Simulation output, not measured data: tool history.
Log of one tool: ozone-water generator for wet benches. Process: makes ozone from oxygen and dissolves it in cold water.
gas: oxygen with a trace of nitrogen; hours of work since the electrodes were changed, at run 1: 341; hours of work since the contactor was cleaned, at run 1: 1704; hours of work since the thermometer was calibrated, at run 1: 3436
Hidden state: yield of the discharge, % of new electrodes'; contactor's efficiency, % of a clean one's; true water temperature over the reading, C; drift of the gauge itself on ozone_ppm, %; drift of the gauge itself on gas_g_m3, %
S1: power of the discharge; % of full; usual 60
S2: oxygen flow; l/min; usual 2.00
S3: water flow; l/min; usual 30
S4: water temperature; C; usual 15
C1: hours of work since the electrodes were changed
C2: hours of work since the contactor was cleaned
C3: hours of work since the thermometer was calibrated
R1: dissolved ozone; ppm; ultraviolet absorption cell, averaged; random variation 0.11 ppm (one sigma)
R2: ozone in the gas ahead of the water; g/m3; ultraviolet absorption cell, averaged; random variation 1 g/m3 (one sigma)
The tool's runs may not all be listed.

| run | day | S1 | S2 | S3 | S4 | C1 | C2 | C3 | R1 | R2 |
|---|---|---|---|---|---|---|---|---|---|---|
| 1 | 0.000 | 60 | 2.00 | 30 | 15 | 341 | 1704 | 3436 | 6.6 | 181.4 |
| 2 | 0.983 | 60 | 2.00 | 30 | 15 | 360 | 1723 | 3455 | 6.7 | 182.3 |
| 3 | 1.683 | 60 | 2.00 | 30 | 15 | 373 | 1737 | 3469 | 6.7 | 181.9 |
| 4 | 2.471 | 60 | 2.00 | 30 | 15 | 389 | 1752 | 3484 | 6.6 | 181.9 |
| 5 | 3.471 | 60 | 2.00 | 30 | 15 | 408 | 1772 | 3504 | 6.9 | 181.5 |
| 6 | 4.175 | 60 | 1.07 | 30 | 15 | 422 | 1785 | 3517 | 5.1 | 249.2 |
| 7 | 5.196 | 60 | 2.00 | 30 | 9 | 442 | 1805 | 3537 | 6.9 | 179.7 |
| 8 | 6.004 | 60 | 2.00 | 30 | 9 | 457 | 1821 | 3553 | 6.9 | 180.2 |
| 9 | 7.421 | 60 | 2.39 | 42 | 13 | 485 | 1848 | 3581 | 4.8 | 167.3 |
| 10 | 8.317 | 60 | 2.39 | 42 | 13 | 502 | 1866 | 3598 | 4.4 | 163.4 |
| 11 | 9.038 | 46 | 1.47 | 18 | 8 | 516 | 1880 | 3612 | 9.8 | 179.0 |
| 12 | 9.733 | 46 | 1.47 | 18 | 8 | 530 | 1893 | 3626 | 9.7 | 178.6 |
| 13 | 10.812 | 46 | 1.47 | 18 | 8 | 551 | 1914 | 3647 | 9.7 | 177.6 |
| 14 | 12.162 | 42 | 3.13 | 20 | 16 | 577 | 1941 | 3673 | 9.6 | 114.8 |
| 15 | 13.150 | 62 | 1.02 | 19 | 17 | 596 | 1960 | 3692 | 9.3 | 258.3 |

3 ways to go on from here, each from the tool as it stands after run 15. What would each give?
| A | 14.488 | 81 | 1.02 | 19 | 17 | 622 | 1986 | 3718 | ? | ? |
| B | 14.488 | 60 | 1.44 | 30 | 15 | 622 | 1986 | 3718 | ? | ? |
| C | 14.488 | 98 | 3.17 | 30 | 15 | 622 | 1986 | 3718 | ? | ? |

| run | R1 | R2 |
|---|---|---|
| A | 10.9 | 302.5 |
| B | 5.8 | 213.4 |
| C | 10.4 | 192.3 |
Without the tool's hidden state the same runs would have given:
| run | R1 | R2 |
|---|---|---|
| A | 11.4 | 307.5 |
| B | 6.1 | 216.3 |
| C | 10.9 | 195.9 |
